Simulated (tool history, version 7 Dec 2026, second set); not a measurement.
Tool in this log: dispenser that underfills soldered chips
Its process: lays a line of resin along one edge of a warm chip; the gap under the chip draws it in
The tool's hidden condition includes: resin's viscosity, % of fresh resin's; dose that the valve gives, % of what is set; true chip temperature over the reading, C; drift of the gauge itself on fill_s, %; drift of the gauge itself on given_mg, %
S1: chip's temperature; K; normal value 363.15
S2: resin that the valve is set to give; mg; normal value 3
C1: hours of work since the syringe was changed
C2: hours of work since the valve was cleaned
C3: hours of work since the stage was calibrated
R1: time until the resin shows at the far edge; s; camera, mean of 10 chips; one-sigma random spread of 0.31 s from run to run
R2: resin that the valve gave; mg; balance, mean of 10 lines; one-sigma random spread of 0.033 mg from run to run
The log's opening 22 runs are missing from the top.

run	hour	S1	S2	C1	C2	C3	R1	R2
23	211.5	359.15	2.81	7	62	309	10.5	2.65
# hour 218.5: new syringe of resin
24	225	359.15	2.95	5	72	319	9.9	2.79
# hour 234.4: new syringe of resin
25	237.1	353.15	2.59	2	81	327	11.3	2.44
# hour 239.7: dispensing valve cleaned and set on the balance
26	243.7	373.15	3.82	6	3	331	6	3.83
# hour 250.8: new syringe of resin
27	253.3	358.15	3.72	2	10	338	8.5	3.71
# hour 266.9: new syringe of resin
28	266.9	355.15	2.66	0	19	348	9.5	2.61
29	275.3	360.15	3	6	26	354	10	2.95
# hour 282.6: new syringe of resin
30	288.5	360.15	3	4	35	364	8.6	2.98
# hour 298.2: new syringe of resin
31	300.2	376.15	3.52	1	43	372	4.1	3.41
32	311.1	373.15	3.71	9	51	380	7.3	3.51
# hour 314.2: new syringe of resin
33	324.4	373.15	3.71	7	61	389	6.6	3.53
# hour 330.2: new syringe of resin
34	337.2	373.15	3.71	5	70	399	5.9	3.51
35	342.8	373.15	3.19	9	74	403	7.4	3.03

3 options for the next run, each taken on its own from the tool as it stands now. Forecast them:
# hour 346.4: new syringe of resin
# hour 353.4: stage's temperature calibrated
# hour 355.6: dispensing valve cleaned and set on the balance
A	358.6	363.15	3.16	7	2	3	?	?
# hour 346.4: new syringe of resin
# hour 353.4: stage's temperature calibrated
# hour 355.6: dispensing valve cleaned and set on the balance
B	358.6	376.15	3.69	7	2	3	?	?
# hour 346.4: new syringe of resin
# hour 353.4: stage's temperature calibrated
# hour 355.6: dispensing valve cleaned and set on the balance
C	358.6	351.15	2.59	7	2	3	?	?

run	R1	R2
A	8.6	3.1
B	5.8	3.69
C	14.9	2.57
With the hidden condition removed and each run's random variation left untouched, the same runs would have given:
run	R1	R2
A	5.8	3.11
B	4.1	3.69
C	10.3	2.58

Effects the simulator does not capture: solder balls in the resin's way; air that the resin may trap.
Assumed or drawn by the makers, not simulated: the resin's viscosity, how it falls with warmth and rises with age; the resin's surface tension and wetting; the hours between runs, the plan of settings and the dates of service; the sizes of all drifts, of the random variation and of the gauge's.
